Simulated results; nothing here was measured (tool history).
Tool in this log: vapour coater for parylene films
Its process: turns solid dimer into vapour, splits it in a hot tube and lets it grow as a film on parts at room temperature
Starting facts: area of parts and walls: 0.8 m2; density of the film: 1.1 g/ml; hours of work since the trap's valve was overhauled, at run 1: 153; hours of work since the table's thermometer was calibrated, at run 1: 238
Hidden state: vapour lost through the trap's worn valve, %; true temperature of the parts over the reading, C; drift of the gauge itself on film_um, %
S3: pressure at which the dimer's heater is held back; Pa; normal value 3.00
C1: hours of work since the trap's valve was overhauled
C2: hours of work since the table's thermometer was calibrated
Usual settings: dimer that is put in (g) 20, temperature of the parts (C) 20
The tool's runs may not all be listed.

run 1 hour=0.0 | dimer_that_is_put_in_(g)=20 temperature_of_the_parts_(C)=20 S3=3.00 | C1=153 C2=238 | thickness_of_the_film_(µm)=19.51
run 2 hour=18.0 | dimer_that_is_put_in_(g)=20 temperature_of_the_parts_(C)=20 S3=3.00 | C1=169 C2=253 | thickness_of_the_film_(µm)=19.38
run 3 hour=32.4 | dimer_that_is_put_in_(g)=20 temperature_of_the_parts_(C)=20 S3=3.00 | C1=182 C2=266 | thickness_of_the_film_(µm)=19.67
run 4 hour=52.2 | dimer_that_is_put_in_(g)=20 temperature_of_the_parts_(C)=20 S3=3.00 | C1=199 C2=284 | thickness_of_the_film_(µm)=19.55
run 5 hour=71.6 | dimer_that_is_put_in_(g)=20 temperature_of_the_parts_(C)=16 S3=3.00 | C1=216 C2=301 | thickness_of_the_film_(µm)=21.82
-- hour=85.7 trap's valve overhauled
run 6 hour=93.1 | dimer_that_is_put_in_(g)=28 temperature_of_the_parts_(C)=30 S3=3.58 | C1=7 C2=316 | thickness_of_the_film_(µm)=17.83
-- hour=95.4 table's thermometer calibrated
run 7 hour=113.1 | dimer_that_is_put_in_(g)=28 temperature_of_the_parts_(C)=30 S3=3.58 | C1=23 C2=16 | thickness_of_the_film_(µm)=17.52
run 8 hour=127.8 | dimer_that_is_put_in_(g)=19 temperature_of_the_parts_(C)=23 S3=7.70 | C1=36 C2=29 | thickness_of_the_film_(µm)=13.18
run 9 hour=143.9 | dimer_that_is_put_in_(g)=19 temperature_of_the_parts_(C)=23 S3=7.70 | C1=51 C2=43 | thickness_of_the_film_(µm)=13.11
run 10 hour=163.5 | dimer_that_is_put_in_(g)=25 temperature_of_the_parts_(C)=15 S3=3.37 | C1=68 C2=60 | thickness_of_the_film_(µm)=27.64

Run by run, hidden condition taken away, random variation retained:
run=1 thickness_of_the_film_(µm)=20.34
run=2 thickness_of_the_film_(µm)=20.27
run=3 thickness_of_the_film_(µm)=20.64
run=4 thickness_of_the_film_(µm)=20.60
run=5 thickness_of_the_film_(µm)=22.80
run=6 thickness_of_the_film_(µm)=18.16
run=7 thickness_of_the_film_(µm)=18.03
run=8 thickness_of_the_film_(µm)=13.61
run=9 thickness_of_the_film_(µm)=13.58
run=10 thickness_of_the_film_(µm)=28.13
